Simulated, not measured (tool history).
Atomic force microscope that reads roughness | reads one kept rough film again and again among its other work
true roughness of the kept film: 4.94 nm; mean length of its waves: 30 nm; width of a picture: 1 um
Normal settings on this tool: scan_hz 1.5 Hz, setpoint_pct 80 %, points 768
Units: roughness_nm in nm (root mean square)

run    hour  scan_hz  setpoint_pct  points  roughness_nm
  1       0      1.5            80     768         2.748
       21.5  -- new tip fitted
  2      58      1.5            80     768         3.501
  3   100.5      1.5            80     768          3.26
  4   140.8      1.5            80     768         3.066
  5   208.1      1.5            80     768         2.779
      229.1  -- new tip fitted
  6   268.7      1.5            80     768         3.497
  7   344.9      1.5            80     768         3.086
  8     398      1.5            80     494          2.84
      439.7  -- new tip fitted
  9   468.4      1.5            80     494         3.534
 10   519.9      1.5            56     768         3.407
 11   550.9      1.5            56     768         3.245
 12   604.8      1.5            56     768         3.017
      645.4  -- new tip fitted
 13   660.2      1.5            56     768         3.817
      665.2  -- height scale calibrated on a step standard
 14   735.7      1.5            80     290         3.184
 15   769.5      1.5            80     290         3.004
 16     812      1.5            80     290         2.822
      855.1  -- new tip fitted
 17     861     2.17            71     599         3.702
 18   920.9     3.23            71     284         3.238
 19   969.4     2.63            79     768         2.959
      984.6  -- height scale calibrated on a step standard, once more
 20  1043.8     2.63            69     768         2.841
     1064.3  -- new tip fitted
 21  1115.9     2.63            69     768         3.487
 22  1162.2     1.86            69     919         3.268
 23  1193.8     0.61            80     735         3.204
 24  1225.2     0.61            80     735         3.076
     1271.4  -- new tip fitted
 25  1287.5     2.62            87     788         3.388
 26  1338.5     1.31            73     659          3.41
 27  1398.9     1.76            73     317          3.04
 28  1443.2     3.54            64     327          2.84
 29    1475     3.54            64     327         2.726

For run 30, what comes out?
     1478.8  -- new tip fitted
 30  1514.6     3.54            64     327             ?

{"run 30": {"roughness_nm": 3.534}}
On a tool with no hidden condition, and with the same random variation, this run would have come out at roughness_nm 3.809 nm (root mean square).
